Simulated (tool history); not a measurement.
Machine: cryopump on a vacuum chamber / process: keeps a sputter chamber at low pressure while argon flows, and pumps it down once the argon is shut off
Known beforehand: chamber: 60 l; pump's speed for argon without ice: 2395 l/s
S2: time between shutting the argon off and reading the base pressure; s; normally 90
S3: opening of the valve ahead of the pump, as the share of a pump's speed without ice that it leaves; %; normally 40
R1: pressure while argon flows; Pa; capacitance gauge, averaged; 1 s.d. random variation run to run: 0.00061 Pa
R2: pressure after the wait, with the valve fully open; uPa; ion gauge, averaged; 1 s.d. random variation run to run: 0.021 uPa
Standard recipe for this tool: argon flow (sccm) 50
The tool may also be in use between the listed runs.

Run 1, hour 0.0: usual settings. Result: R1 0.1022 Pa, R2 1.05 uPa.
Run 2, hour 25.8: usual settings. Result: R1 0.1011 Pa, R2 1.05 uPa.
Run 3, hour 54.7: usual settings. Result: R1 0.1043 Pa, R2 1.11 uPa.
Run 4, hour 108.0: usual settings. Result: R1 0.1048 Pa, R2 1.14 uPa.
At hour 168.3: pump warmed up, emptied and cooled again.
Run 5, hour 170.8: usual settings. Result: R1 0.0893 Pa, R2 0.91 uPa.
Run 6, hour 205.3: usual settings but argon flow (sccm) 53, S2 119 s. Result: R1 0.0947 Pa, R2 0.85 uPa.
Run 7, hour 240.4: usual settings but argon flow (sccm) 98, S2 119 s, S3 30 %. Result: R1 0.2339 Pa, R2 0.85 uPa.
Run 8, hour 271.4: usual settings but argon flow (sccm) 33, S2 41 s, S3 43 %. Result: R1 0.0545 Pa, R2 1.34 uPa.
Run 9, hour 332.3: usual settings but S2 100 s, S3 22 %. Result: R1 0.1634 Pa, R2 0.97 uPa.
Run 10, hour 393.5: usual settings but S2 100 s, S3 22 %. Result: R1 0.1638 Pa, R2 1.04 uPa.

Each row is a separate what-if for the run after 10, all from the same tool condition, not one after another. Results?
Run A, hour 431.9: usual settings but argon flow (sccm) 52, S2 31 s, S3 22 %. Result: R1 ?, R2 ?.
Run B, hour 431.9: usual settings but S2 22 s. Result: R1 ?, R2 ?.
Run C, hour 431.9: usual settings but S2 52 s, S3 25 %. Result: R1 ?, R2 ?.

run      R1    R2
  A  0.1719  1.67
  B  0.0929  2.04
  C  0.1456  1.26
Had the tool no hidden state, the same runs would have come out as:
run      R1    R2
  A  0.1676  1.03
  B  0.0888  1.38
  C  0.1415  0.62
